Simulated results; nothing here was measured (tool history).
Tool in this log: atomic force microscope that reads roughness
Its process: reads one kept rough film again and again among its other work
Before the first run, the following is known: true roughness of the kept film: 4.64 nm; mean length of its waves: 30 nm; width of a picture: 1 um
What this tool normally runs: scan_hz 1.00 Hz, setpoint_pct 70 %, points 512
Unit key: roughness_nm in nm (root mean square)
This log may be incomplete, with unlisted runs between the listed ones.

run	hour	scan_hz	setpoint_pct	points	roughness_nm
1	0.0	1.00	70	512	3.708
2	37.1	1.00	83	512	3.519
3	76.6	1.00	83	512	3.450
4	121.6	1.00	70	512	3.545
5	160.4	1.00	70	512	3.510
6	201.5	1.00	70	512	3.418
7	233.0	1.00	65	512	3.449
8	263.1	2.17	74	549	3.141
9	290.2	1.00	71	732	3.344
# hour 295.0: new tip fitted
10	321.7	1.00	71	732	3.792
11	354.7	1.00	71	732	3.752
12	390.2	0.76	75	512	3.726
13	421.4	1.00	65	512	3.722
14	451.5	1.00	65	512	3.661

Consider 3 possible next runs. They are alternatives, not a sequence: every one starts from the tool as it was left by run 14. What does each give?
A	484.6	0.83	65	321	?
B	484.6	1.00	57	512	?
C	484.6	3.39	71	378	?

run	roughness_nm
A	3.620
B	3.672
C	3.171
Stripped of hidden state, with their random variation kept, the same runs would have yielded:
run	roughness_nm
A	3.917
B	3.974
C	3.432

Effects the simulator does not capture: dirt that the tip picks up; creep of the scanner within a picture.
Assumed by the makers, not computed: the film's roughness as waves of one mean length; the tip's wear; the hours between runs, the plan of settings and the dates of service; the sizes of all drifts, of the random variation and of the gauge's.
